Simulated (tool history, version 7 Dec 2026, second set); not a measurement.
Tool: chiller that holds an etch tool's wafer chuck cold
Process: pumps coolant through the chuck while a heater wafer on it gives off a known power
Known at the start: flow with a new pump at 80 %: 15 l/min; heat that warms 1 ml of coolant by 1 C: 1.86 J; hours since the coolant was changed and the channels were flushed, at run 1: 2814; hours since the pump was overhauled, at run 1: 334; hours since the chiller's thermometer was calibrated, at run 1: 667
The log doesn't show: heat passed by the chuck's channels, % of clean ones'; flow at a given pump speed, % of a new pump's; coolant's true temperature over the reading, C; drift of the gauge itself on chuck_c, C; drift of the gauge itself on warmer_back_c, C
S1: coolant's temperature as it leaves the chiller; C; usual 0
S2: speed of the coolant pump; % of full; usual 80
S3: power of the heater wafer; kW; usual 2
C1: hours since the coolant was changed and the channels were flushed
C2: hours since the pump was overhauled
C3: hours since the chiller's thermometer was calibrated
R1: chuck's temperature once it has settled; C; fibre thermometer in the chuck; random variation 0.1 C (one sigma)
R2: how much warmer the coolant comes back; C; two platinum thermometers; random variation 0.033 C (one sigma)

| run | hour | S1 | S2 | S3 | C1 | C2 | C3 | R1 | R2 |
|---|---|---|---|---|---|---|---|---|---|
| 1 | 0 | 0 | 80 | 2 | 2814 | 334 | 667 | 13.1 | 4.36 |
| 2 | 60.4 | 0 | 80 | 2 | 2874 | 395 | 728 | 13.3 | 4.38 |
| 3 | 116.6 | 0 | 80 | 2 | 2930 | 451 | 784 | 13.2 | 4.39 |
| 4 | 186.9 | 0 | 80 | 2 | 3000 | 521 | 854 | 13.2 | 4.45 |
| 5 | 264 | 0 | 80 | 1.006 | 3078 | 598 | 931 | 6.7 | 2.18 |
| 6 | 337.4 | 0 | 80 | 1.006 | 3151 | 672 | 1005 | 6.8 | 2.18 |
|  | 370.2 | coolant changed, channels flushed |
| 7 | 386.6 | 0 | 80 | 1.006 | 16 | 715 | 1048 | 6.1 | 2.25 |
| 8 | 457.7 | 0 | 80 | 1.006 | 88 | 786 | 1119 | 6.1 | 2.24 |
| 9 | 521.9 | 0 | 80 | 1.006 | 152 | 850 | 1183 | 6.3 | 2.34 |
| 10 | 560.5 | 0 | 80 | 2 | 190 | 889 | 1222 | 12.4 | 4.42 |
| 11 | 613 | 0 | 80 | 2 | 243 | 941 | 1274 | 12.2 | 4.52 |
| 12 | 673.1 | 0 | 80 | 2 | 303 | 1001 | 1334 | 12.3 | 4.47 |
| 13 | 714.6 | 0 | 80 | 2 | 344 | 1043 | 1376 | 12.4 | 4.49 |
| 14 | 753.6 | 0 | 80 | 2 | 383 | 1082 | 1415 | 12.3 | 4.52 |
|  | 762 | chiller's thermometer calibrated |
| 15 | 836.8 | 0 | 80 | 2.536 | 466 | 1164 | 75 | 15.9 | 5.79 |
| 16 | 905.2 | -5 | 80 | 2.536 | 534 | 1233 | 143 | 11.1 | 5.75 |
|  | 920.7 | chiller's thermometer calibrated, once more |
| 17 | 949.6 | -5 | 80 | 2.536 | 577 | 1276 | 29 | 11 | 5.78 |
| 18 | 1018.9 | -5 | 63 | 2.536 | 647 | 1345 | 98 | 13.8 | 7.24 |
| 19 | 1064.6 | -2 | 100 | 2.536 | 692 | 1391 | 144 | 11.6 | 4.67 |
| 20 | 1132.6 | 2 | 77 | 1.017 | 760 | 1459 | 212 | 8.7 | 2.43 |
| 21 | 1204.6 | 2 | 77 | 1.017 | 832 | 1531 | 284 | 8.6 | 2.43 |
| 22 | 1268.5 | -3 | 87 | 2 | 896 | 1595 | 348 | 9.2 | 4.29 |
| 23 | 1317.6 | -3 | 87 | 2 | 945 | 1644 | 397 | 9.1 | 4.31 |

Forecast run 24:
| 24 | 1352.5 | 0 | 80 | 1.012 | 980 | 1679 | 432 | ? | ? |

R1: 6.4 C
R2: 2.39 C
Without the tool's hidden state the same run would have given R1 5.7 C, R2 2.21 C.
